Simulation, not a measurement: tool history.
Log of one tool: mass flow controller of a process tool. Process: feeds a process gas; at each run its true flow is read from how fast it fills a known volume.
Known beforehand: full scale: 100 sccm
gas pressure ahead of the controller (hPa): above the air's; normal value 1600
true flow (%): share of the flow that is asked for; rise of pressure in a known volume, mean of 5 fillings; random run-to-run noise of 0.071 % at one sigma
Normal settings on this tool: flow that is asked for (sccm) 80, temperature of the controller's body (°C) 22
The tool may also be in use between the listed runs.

| run | hour | flow that is asked for (sccm) | gas pressure ahead of the controller (hPa) | temperature of the controller's body (°C) | true flow (%) |
|---|---|---|---|---|---|
| 1 | 0.0 | 80 | 1600 | 22 | 99.80 |
| 2 | 253.8 | 80 | 1600 | 22 | 99.86 |
| 3 | 421.9 | 80 | 1600 | 22 | 99.96 |
| 4 | 596.8 | 80 | 1600 | 22 | 99.81 |
| 5 | 836.4 | 80 | 1600 | 22 | 99.96 |
| 6 | 1017.3 | 80 | 1600 | 22 | 99.86 |
| 7 | 1219.6 | 80 | 1600 | 22 | 99.90 |
| 8 | 1452.8 | 80 | 1600 | 22 | 99.96 |
| 9 | 1652.6 | 80 | 1600 | 22 | 99.86 |
| 10 | 1886.4 | 80 | 1600 | 22 | 99.82 |
| 11 | 2034.7 | 11 | 1600 | 22 | 96.62 |
| 12 | 2287.6 | 17 | 1600 | 22 | 97.70 |
| 13 | 2438.5 | 14 | 1770 | 21 | 97.35 |
| 14 | 2557.7 | 14 | 1770 | 21 | 97.24 |
| 15 | 2736.9 | 14 | 1770 | 21 | 97.24 |
| 16 | 2861.3 | 14 | 1770 | 21 | 97.08 |
|  | 2904.5 | controller's zero set anew |
| 17 | 2976.6 | 32 | 1410 | 22 | 99.90 |
| 18 | 3250.4 | 12 | 1600 | 22 | 99.64 |
| 19 | 3379.0 | 64 | 2050 | 28 | 100.43 |
| 20 | 3525.8 | 64 | 2080 | 28 | 100.39 |
| 21 | 3784.7 | 64 | 2080 | 28 | 100.30 |
| 22 | 4054.4 | 16 | 2200 | 30 | 99.57 |
| 23 | 4182.0 | 80 | 2110 | 38 | 99.94 |
| 24 | 4318.6 | 80 | 1600 | 37 | 99.54 |

Alternative continuations, all from the tool just after run 24; predict every row:
| A | 4519.9 | 15 | 1680 | 39 | ? |
| B | 4519.9 | 17 | 1580 | 27 | ? |
| C | 4519.9 | 15 | 1670 | 22 | ? |
| D | 4519.9 | 67 | 2780 | 30 | ? |

| run | true flow (%) |
|---|---|
| A | 98.53 |
| B | 99.12 |
| C | 99.35 |
| D | 100.76 |
With the hidden condition removed and each run's random variation left untouched, the same runs would have given:
| run | true flow (%) |
|---|---|
| A | 98.59 |
| B | 99.07 |
| C | 99.41 |
| D | 100.08 |
